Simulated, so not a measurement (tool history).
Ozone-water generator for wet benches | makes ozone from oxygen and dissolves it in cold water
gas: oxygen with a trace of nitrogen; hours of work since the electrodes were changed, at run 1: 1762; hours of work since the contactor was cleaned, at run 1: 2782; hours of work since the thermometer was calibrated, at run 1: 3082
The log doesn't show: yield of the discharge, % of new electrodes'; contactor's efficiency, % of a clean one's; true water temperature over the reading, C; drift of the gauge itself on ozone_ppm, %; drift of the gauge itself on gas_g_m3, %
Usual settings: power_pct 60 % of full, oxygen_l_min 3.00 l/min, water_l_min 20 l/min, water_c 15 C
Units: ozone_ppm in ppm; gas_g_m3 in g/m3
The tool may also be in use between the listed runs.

run,hour,power_pct,oxygen_l_min,water_l_min,water_c,hours of work since the electrodes were changed,hours of work since the contactor was cleaned,hours of work since the thermometer was calibrated,ozone_ppm,gas_g_m3
1,0.0,60,3.00,20,15,1762,2782,3082,17.4,198.9
2,58.5,60,3.00,20,15,1802,2822,3122,17.6,198.8
3,101.9,60,3.00,20,15,1832,2852,3152,17.7,198.9
4,170.3,60,3.00,20,15,1879,2898,3198,17.6,197.7
5,216.7,60,3.00,20,15,1911,2930,3230,17.9,197.5
6,268.5,60,3.00,20,15,1946,2966,3266,17.5,197.5
7,306.0,60,3.00,20,15,1972,2991,3291,17.7,195.4
8,356.7,60,3.00,20,15,2006,3026,3326,17.3,195.4
9,426.6,60,3.00,20,15,2054,3074,3374,17.5,195.4
10,464.4,60,3.00,20,15,2080,3099,3399,17.5,197.1
11,496.7,60,3.00,20,15,2102,3122,3422,17.4,196.7
12,540.3,60,3.00,20,15,2132,3151,3451,17.5,195.8
13,577.3,60,3.00,25,15,2157,3177,3477,14.2,196.6
14,641.9,60,3.00,25,15,2201,3221,3521,13.9,195.5
15,719.9,60,3.00,25,15,2255,3274,3574,14.0,196.7
16,795.4,60,3.00,21,15,2306,3326,3626,16.4,193.6
17,832.9,60,3.00,21,15,2332,3352,3652,16.5,194.8
18,906.5,63,2.21,20,13,2382,3402,3702,17.6,248.4
19,947.5,59,2.33,20,7,2410,3430,3730,17.7,223.5
# hour 956.3: contactor cleaned
20,1028.8,49,1.65,13,13,2463,50,3783,20.8,243.1
21,1085.9,49,1.65,18,10,2502,89,3822,15.7,239.0
22,1124.5,49,1.65,18,10,2529,115,3848,15.3,240.4
23,1183.8,60,2.61,17,11,2569,156,3889,20.6,212.4
24,1257.5,60,2.61,17,11,2620,206,3939,20.1,213.9
# hour 1298.4: contactor cleaned, once more
25,1324.9,47,2.36,22,9,2663,18,3983,13.2,184.0
26,1371.8,47,2.04,22,9,2695,50,4015,13.0,203.2
27,1416.1,47,2.04,22,9,2725,81,4045,12.8,202.5
28,1463.7,82,2.23,20,15,2758,113,4077,22.2,301.1
29,1536.7,82,3.81,20,15,2808,163,4127,22.9,217.1
30,1573.8,60,2.09,14,14,2833,188,4153,23.4,242.3
31,1605.6,60,2.36,14,12,2855,210,4174,24.0,225.6
32,1648.5,41,2.02,20,15,2884,239,4204,12.2,179.4
33,1698.4,60,3.00,22,15,2918,274,4238,15.9,193.9

Some steps in ozone_ppm between neighbouring runs. How much of each would the tool show without its hidden state too (settings, what came in, random variation), and how much is left for the hidden state, with any gauge scatter that isn't in both results?
Run 24 -> 25: power_pct 60 -> 47, oxygen_l_min 2.61 -> 2.36, water_l_min 17 -> 22, water_c 11 -> 9, contactor cleaned, once more. ozone_ppm -6.9 ppm: hidden state +1.1, all else -8.0.
Run 27 -> 28: power_pct 47 -> 82, oxygen_l_min 2.04 -> 2.23, water_l_min 22 -> 20, water_c 9 -> 15. ozone_ppm +9.4 ppm: hidden state -1.5, all else +10.9.
Run 31 -> 32: power_pct 60 -> 41, oxygen_l_min 2.36 -> 2.02, water_l_min 14 -> 20, water_c 12 -> 15. ozone_ppm -11.8 ppm: hidden state +1.3, all else -13.1.
